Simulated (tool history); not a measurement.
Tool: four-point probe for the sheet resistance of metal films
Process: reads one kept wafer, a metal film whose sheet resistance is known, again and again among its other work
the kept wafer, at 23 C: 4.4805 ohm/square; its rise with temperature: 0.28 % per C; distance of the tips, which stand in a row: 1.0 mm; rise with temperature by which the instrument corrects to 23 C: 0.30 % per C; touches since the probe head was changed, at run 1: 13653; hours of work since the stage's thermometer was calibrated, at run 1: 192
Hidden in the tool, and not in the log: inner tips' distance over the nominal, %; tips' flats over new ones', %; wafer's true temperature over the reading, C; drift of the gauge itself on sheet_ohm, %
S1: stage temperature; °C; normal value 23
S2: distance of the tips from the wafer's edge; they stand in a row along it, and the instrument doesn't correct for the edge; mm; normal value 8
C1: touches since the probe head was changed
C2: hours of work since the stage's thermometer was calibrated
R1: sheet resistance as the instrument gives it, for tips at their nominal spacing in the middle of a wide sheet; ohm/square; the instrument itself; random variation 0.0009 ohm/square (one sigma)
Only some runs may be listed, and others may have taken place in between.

| run | hour | S1 | S2 | C1 | C2 | R1 |
|---|---|---|---|---|---|---|
| 1 | 0 | 23 | 8 | 13653 | 192 | 4.507761 |
| 2 | 22.8 | 23 | 8 | 14078 | 207 | 4.508135 |
| 3 | 40.8 | 23 | 65 | 14415 | 219 | 4.469517 |
| 4 | 55.7 | 23 | 65 | 14694 | 228 | 4.471741 |
| 5 | 68.4 | 23 | 65 | 14931 | 237 | 4.470103 |
| 6 | 91.1 | 23 | 8 | 15353 | 252 | 4.506716 |
| 7 | 106.6 | 23 | 8 | 15644 | 262 | 4.508877 |
| 8 | 129.4 | 23 | 8 | 16070 | 277 | 4.507679 |
| 9 | 148.7 | 23 | 8 | 16431 | 289 | 4.507887 |
| 10 | 164.9 | 28 | 8 | 16733 | 300 | 4.50391 |
| 11 | 186 | 28 | 8 | 17127 | 314 | 4.50409 |
| 12 | 209.3 | 28 | 8 | 17562 | 329 | 4.503944 |
|  | 212.1 | stage's thermometer calibrated |
| 13 | 231.7 | 28 | 8 | 17972 | 13 | 4.503178 |
| 14 | 243.1 | 28 | 8 | 18183 | 20 | 4.50418 |
| 15 | 256.6 | 33 | 8 | 18436 | 29 | 4.498683 |
| 16 | 269.5 | 33 | 8 | 18677 | 38 | 4.500464 |
| 17 | 284.9 | 19 | 8 | 18966 | 48 | 4.514769 |
| 18 | 309.4 | 19 | 4 | 19423 | 64 | 4.621362 |
| 19 | 323.3 | 23 | 4 | 19682 | 73 | 4.617406 |
| 20 | 342.3 | 21 | 15 | 20037 | 86 | 4.485589 |
|  | 344.8 | stage's thermometer calibrated, once more |
| 21 | 365.3 | 23 | 5 | 20457 | 13 | 4.56286 |
| 22 | 388.7 | 23 | 5 | 20895 | 29 | 4.564174 |
| 23 | 401.7 | 23 | 5 | 21138 | 37 | 4.56397 |
| 24 | 427.8 | 27 | 9 | 21625 | 55 | 4.494763 |
| 25 | 445.8 | 23 | 34 | 21961 | 66 | 4.472098 |
| 26 | 459.1 | 28 | 11 | 22210 | 75 | 4.486268 |
| 27 | 471.2 | 18 | 16 | 22436 | 83 | 4.485617 |
| 28 | 495.2 | 18 | 16 | 22884 | 99 | 4.486199 |
| 29 | 513.2 | 18 | 16 | 23219 | 111 | 4.484203 |
| 30 | 528.9 | 18 | 16 | 23513 | 121 | 4.484754 |
| 31 | 541.5 | 18 | 16 | 23747 | 129 | 4.485145 |

Measured less the same run without the tool's hidden state. The same run-to-run variation is in both; the gauge's scatter may not be:
| run | R1 |
|---|---|
| 1 | -0.010744 |
| 2 | -0.010574 |
| 3 | -0.010356 |
| 4 | -0.010248 |
| 5 | -0.010152 |
| 6 | -0.010049 |
| 7 | -0.009937 |
| 8 | -0.009751 |
| 9 | -0.009597 |
| 10 | -0.00948 |
| 11 | -0.009321 |
| 12 | -0.009144 |
| 13 | -0.008804 |
| 14 | -0.008717 |
| 15 | -0.008633 |
| 16 | -0.00854 |
| 17 | -0.008372 |
| 18 | -0.008355 |
| 19 | -0.008257 |
| 20 | -0.00789 |
| 21 | -0.011403 |
| 22 | -0.011215 |
| 23 | -0.011099 |
| 24 | -0.010732 |
| 25 | -0.010553 |
| 26 | -0.010469 |
| 27 | -0.0104 |
| 28 | -0.01021 |
| 29 | -0.010062 |
| 30 | -0.009938 |
| 31 | -0.009841 |
